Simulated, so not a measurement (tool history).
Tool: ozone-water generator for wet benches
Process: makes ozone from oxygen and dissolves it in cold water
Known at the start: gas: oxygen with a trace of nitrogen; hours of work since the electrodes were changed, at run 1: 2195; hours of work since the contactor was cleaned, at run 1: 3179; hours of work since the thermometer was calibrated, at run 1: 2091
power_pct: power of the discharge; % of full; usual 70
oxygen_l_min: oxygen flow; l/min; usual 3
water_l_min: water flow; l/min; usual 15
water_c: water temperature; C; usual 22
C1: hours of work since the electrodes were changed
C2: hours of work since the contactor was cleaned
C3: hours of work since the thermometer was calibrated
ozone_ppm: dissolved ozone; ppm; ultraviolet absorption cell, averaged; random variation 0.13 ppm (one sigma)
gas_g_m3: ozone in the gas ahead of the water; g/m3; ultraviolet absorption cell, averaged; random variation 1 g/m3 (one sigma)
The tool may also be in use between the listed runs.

{"run": 1, "hour": 0.0, "power_pct": 70, "oxygen_l_min": 3, "water_l_min": 15, "water_c": 22, "C1": 2195, "C2": 3179, "C3": 2091, "ozone_ppm": 12, "gas_g_m3": 171.1}
{"run": 2, "hour": 55.2, "power_pct": 70, "oxygen_l_min": 3, "water_l_min": 15, "water_c": 22, "C1": 2249, "C2": 3233, "C3": 2145, "ozone_ppm": 12.2, "gas_g_m3": 171.3}
{"run": 3, "hour": 121.7, "power_pct": 70, "oxygen_l_min": 3, "water_l_min": 15, "water_c": 22, "C1": 2314, "C2": 3298, "C3": 2210, "ozone_ppm": 12.1, "gas_g_m3": 172.5}
{"run": 4, "hour": 190.7, "power_pct": 70, "oxygen_l_min": 3, "water_l_min": 15, "water_c": 22, "C1": 2381, "C2": 3366, "C3": 2277, "ozone_ppm": 12, "gas_g_m3": 170.4}
{"run": 5, "hour": 243.4, "power_pct": 70, "oxygen_l_min": 3, "water_l_min": 15, "water_c": 22, "C1": 2433, "C2": 3417, "C3": 2329, "ozone_ppm": 12.1, "gas_g_m3": 169.7}
{"run": 6, "hour": 309.5, "power_pct": 70, "oxygen_l_min": 3, "water_l_min": 15, "water_c": 22, "C1": 2497, "C2": 3482, "C3": 2393, "ozone_ppm": 12.1, "gas_g_m3": 167.7}
{"run": 7, "hour": 358.0, "power_pct": 70, "oxygen_l_min": 5.23, "water_l_min": 15, "water_c": 22, "C1": 2545, "C2": 3530, "C3": 2441, "ozone_ppm": 12.4, "gas_g_m3": 133.3}
{"run": 8, "hour": 419.9, "power_pct": 70, "oxygen_l_min": 5.23, "water_l_min": 15, "water_c": 22, "C1": 2606, "C2": 3590, "C3": 2502, "ozone_ppm": 12.4, "gas_g_m3": 132.1}
{"run": 9, "hour": 457.8, "power_pct": 70, "oxygen_l_min": 5.23, "water_l_min": 15, "water_c": 22, "C1": 2643, "C2": 3627, "C3": 2539, "ozone_ppm": 12.5, "gas_g_m3": 134.3}
{"run": 10, "hour": 529.4, "power_pct": 70, "oxygen_l_min": 5.23, "water_l_min": 15, "water_c": 22, "C1": 2713, "C2": 3697, "C3": 2609, "ozone_ppm": 12.3, "gas_g_m3": 133.4}
{"hour": 573.0, "done": "water thermometer calibrated"}
{"run": 11, "hour": 592.6, "power_pct": 70, "oxygen_l_min": 5.23, "water_l_min": 15, "water_c": 22, "C1": 2774, "C2": 3759, "C3": 19, "ozone_ppm": 12.6, "gas_g_m3": 133.8}
{"run": 12, "hour": 669.5, "power_pct": 70, "oxygen_l_min": 5.23, "water_l_min": 15, "water_c": 22, "C1": 2849, "C2": 3834, "C3": 94, "ozone_ppm": 12.2, "gas_g_m3": 134}
{"run": 13, "hour": 707.9, "power_pct": 70, "oxygen_l_min": 3, "water_l_min": 15, "water_c": 22, "C1": 2887, "C2": 3872, "C3": 132, "ozone_ppm": 11.9, "gas_g_m3": 170.3}
{"run": 14, "hour": 771.3, "power_pct": 70, "oxygen_l_min": 3, "water_l_min": 15, "water_c": 22, "C1": 2949, "C2": 3934, "C3": 194, "ozone_ppm": 11.8, "gas_g_m3": 169}
{"run": 15, "hour": 810.5, "power_pct": 70, "oxygen_l_min": 3, "water_l_min": 15, "water_c": 22, "C1": 2987, "C2": 3972, "C3": 232, "ozone_ppm": 11.9, "gas_g_m3": 169.3}
{"run": 16, "hour": 852.4, "power_pct": 64, "oxygen_l_min": 1.63, "water_l_min": 15, "water_c": 22, "C1": 3028, "C2": 4013, "C3": 273, "ozone_ppm": 9.7, "gas_g_m3": 203.2}
{"run": 17, "hour": 927.8, "power_pct": 70, "oxygen_l_min": 3, "water_l_min": 15, "water_c": 29, "C1": 3102, "C2": 4087, "C3": 347, "ozone_ppm": 10.7, "gas_g_m3": 169}
{"run": 18, "hour": 1011.2, "power_pct": 70, "oxygen_l_min": 3, "water_l_min": 15, "water_c": 29, "C1": 3184, "C2": 4168, "C3": 429, "ozone_ppm": 10.6, "gas_g_m3": 167.4}
{"run": 19, "hour": 1051.1, "power_pct": 70, "oxygen_l_min": 2.96, "water_l_min": 13, "water_c": 22, "C1": 3223, "C2": 4207, "C3": 468, "ozone_ppm": 13.6, "gas_g_m3": 168.2}
{"run": 20, "hour": 1126.7, "power_pct": 70, "oxygen_l_min": 2.96, "water_l_min": 13, "water_c": 23, "C1": 3297, "C2": 4281, "C3": 542, "ozone_ppm": 13.2, "gas_g_m3": 168.7}
{"run": 21, "hour": 1170.6, "power_pct": 70, "oxygen_l_min": 2.96, "water_l_min": 13, "water_c": 23, "C1": 3340, "C2": 4324, "C3": 585, "ozone_ppm": 13.2, "gas_g_m3": 167}
{"run": 22, "hour": 1223.5, "power_pct": 70, "oxygen_l_min": 2.96, "water_l_min": 14, "water_c": 19, "C1": 3391, "C2": 4376, "C3": 637, "ozone_ppm": 13, "gas_g_m3": 167}
{"run": 23, "hour": 1264.3, "power_pct": 70, "oxygen_l_min": 2.93, "water_l_min": 17, "water_c": 22, "C1": 3431, "C2": 4416, "C3": 676, "ozone_ppm": 10.3, "gas_g_m3": 170.1}
{"run": 24, "hour": 1327.6, "power_pct": 70, "oxygen_l_min": 1.99, "water_l_min": 12, "water_c": 22, "C1": 3493, "C2": 4478, "C3": 738, "ozone_ppm": 13.6, "gas_g_m3": 199.2}
{"run": 25, "hour": 1368.2, "power_pct": 82, "oxygen_l_min": 3.56, "water_l_min": 12, "water_c": 22, "C1": 3533, "C2": 4518, "C3": 778, "ozone_ppm": 16.4, "gas_g_m3": 175.8}
{"run": 26, "hour": 1411.7, "power_pct": 44, "oxygen_l_min": 3.56, "water_l_min": 12, "water_c": 26, "C1": 3576, "C2": 4560, "C3": 821, "ozone_ppm": 9.2, "gas_g_m3": 104.1}
{"run": 27, "hour": 1469.1, "power_pct": 49, "oxygen_l_min": 4.67, "water_l_min": 15, "water_c": 27, "C1": 3632, "C2": 4616, "C3": 877, "ozone_ppm": 8.2, "gas_g_m3": 100.4}

3 ways to go on from here, each from the tool as it stands after run 27. What would each give?
{"run": "A", "hour": 1528.0, "power_pct": 76, "oxygen_l_min": 4.67, "water_l_min": 15, "water_c": 27, "C1": 3689, "C2": 4674, "C3": 935, "ozone_ppm": "?", "gas_g_m3": "?"}
{"run": "B", "hour": 1528.0, "power_pct": 49, "oxygen_l_min": 3.31, "water_l_min": 13, "water_c": 14, "C1": 3689, "C2": 4674, "C3": 935, "ozone_ppm": "?", "gas_g_m3": "?"}
{"run": "C", "hour": 1528.0, "power_pct": 53, "oxygen_l_min": 4.11, "water_l_min": 11, "water_c": 22, "C1": 3689, "C2": 4674, "C3": 935, "ozone_ppm": "?", "gas_g_m3": "?"}

run=A ozone_ppm=11.7 gas_g_m3=144.3
run=B ozone_ppm=11 gas_g_m3=116.2
run=C ozone_ppm=12.2 gas_g_m3=113.7
Without the tool's hidden state the same runs would have given:
run=A ozone_ppm=13.3 gas_g_m3=157.2
run=B ozone_ppm=12 gas_g_m3=122.8
run=C ozone_ppm=13.5 gas_g_m3=120.7
